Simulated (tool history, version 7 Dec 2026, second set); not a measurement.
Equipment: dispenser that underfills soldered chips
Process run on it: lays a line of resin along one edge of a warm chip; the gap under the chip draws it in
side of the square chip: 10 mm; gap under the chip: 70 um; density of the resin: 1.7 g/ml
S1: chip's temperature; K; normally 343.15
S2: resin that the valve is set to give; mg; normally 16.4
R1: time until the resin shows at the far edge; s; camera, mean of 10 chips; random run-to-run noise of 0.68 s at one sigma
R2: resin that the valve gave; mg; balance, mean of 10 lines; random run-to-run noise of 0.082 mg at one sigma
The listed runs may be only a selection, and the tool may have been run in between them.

{"run": 1, "day": 0.0, "S1": 343.15, "S2": 16.4, "R1": 87.0, "R2": 16.25}
{"run": 2, "day": 0.171, "S1": 343.15, "S2": 16.4, "R1": 109.8, "R2": 16.35}
{"day": 0.483, "done": "new syringe of resin"}
{"run": 3, "day": 0.483, "S1": 343.15, "S2": 16.4, "R1": 61.4, "R2": 16.18}
{"run": 4, "day": 0.821, "S1": 343.15, "S2": 16.4, "R1": 98.3, "R2": 16.33}
{"day": 1.175, "done": "new syringe of resin"}
{"run": 5, "day": 1.225, "S1": 343.15, "S2": 16.4, "R1": 65.6, "R2": 16.08}
{"run": 6, "day": 1.425, "S1": 358.15, "S2": 16.4, "R1": 47.6, "R2": 15.99}
{"run": 7, "day": 1.638, "S1": 358.15, "S2": 16.4, "R1": 64.7, "R2": 15.98}
{"run": 8, "day": 1.842, "S1": 358.15, "S2": 16.4, "R1": 90.5, "R2": 15.95}
{"day": 1.888, "done": "new syringe of resin"}
{"run": 9, "day": 2.217, "S1": 340.15, "S2": 16.4, "R1": 111.3, "R2": 15.85}
{"run": 10, "day": 2.454, "S1": 340.15, "S2": 16.4, "R1": 156.1, "R2": 15.76}
{"day": 2.592, "done": "new syringe of resin"}
{"run": 11, "day": 2.638, "S1": 340.15, "S2": 16.4, "R1": 75.1, "R2": 15.72}
{"run": 12, "day": 3.025, "S1": 340.15, "S2": 16.4, "R1": 129.9, "R2": 15.59}
{"run": 13, "day": 3.246, "S1": 343.15, "S2": 21.0, "R1": 152.9, "R2": 19.94}
{"day": 3.283, "done": "new syringe of resin"}
{"run": 14, "day": 3.579, "S1": 343.15, "S2": 21.0, "R1": 88.4, "R2": 19.88}
{"run": 15, "day": 3.954, "S1": 351.15, "S2": 21.0, "R1": 113.4, "R2": 19.56}
{"day": 3.988, "done": "new syringe of resin"}
{"run": 16, "day": 4.283, "S1": 353.15, "S2": 16.4, "R1": 63.7, "R2": 15.26}
{"run": 17, "day": 4.642, "S1": 353.15, "S2": 16.4, "R1": 109.5, "R2": 15.09}
{"day": 4.675, "done": "new syringe of resin"}
{"run": 18, "day": 4.829, "S1": 338.15, "S2": 20.2, "R1": 88.5, "R2": 18.59}
{"run": 19, "day": 5.004, "S1": 339.15, "S2": 17.4, "R1": 116.0, "R2": 15.91}
{"run": 20, "day": 5.221, "S1": 334.15, "S2": 14.0, "R1": 210.1, "R2": 12.72}

Run 21 comes next. What will it give?
{"day": 5.371, "done": "new syringe of resin"}
{"run": 21, "day": 5.446, "S1": 349.15, "S2": 16.7, "R1": "?", "R2": "?"}

{"run 21": {"R1": 53.1, "R2": 15.3}}
With no hidden state in the tool, this same run would have given R1 47.8 s, R2 16.77 mg.

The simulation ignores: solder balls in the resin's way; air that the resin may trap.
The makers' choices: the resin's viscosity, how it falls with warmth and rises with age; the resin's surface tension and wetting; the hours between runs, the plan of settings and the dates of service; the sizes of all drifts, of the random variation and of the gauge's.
